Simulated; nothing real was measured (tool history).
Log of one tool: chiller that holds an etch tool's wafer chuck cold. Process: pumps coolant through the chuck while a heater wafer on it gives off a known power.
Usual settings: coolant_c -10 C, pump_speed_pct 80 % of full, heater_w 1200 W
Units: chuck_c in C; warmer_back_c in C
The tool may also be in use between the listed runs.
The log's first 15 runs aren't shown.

run    hour  coolant_c  pump_speed_pct  heater_w  chuck_c  warmer_back_c
 16  1167.9        -10              79      1200      3.1           2.79
 17  1245.4        -10              85      1200      2.3           2.56
 18  1311.2        -17              80       669     -9.9           1.48
 19  1408.6        -17              80       669     -9.8           1.48
 20  1457.2        -16              93      1178     -4.7           2.29
 21  1512.1        -16              93      1178     -4.6            2.3
 22  1599.3        -10              62      1215      5.8           3.61
 23    1668        -10              62      1215      5.8           3.66

Forecast run 24:
 24  1737.8        -10              62      1215        ?              ?

{"run 24": {"chuck_c": 5.9, "warmer_back_c": 3.64}}
Without the tool's hidden state the same run would have given chuck_c 5.8 C, warmer_back_c 3.64 C.

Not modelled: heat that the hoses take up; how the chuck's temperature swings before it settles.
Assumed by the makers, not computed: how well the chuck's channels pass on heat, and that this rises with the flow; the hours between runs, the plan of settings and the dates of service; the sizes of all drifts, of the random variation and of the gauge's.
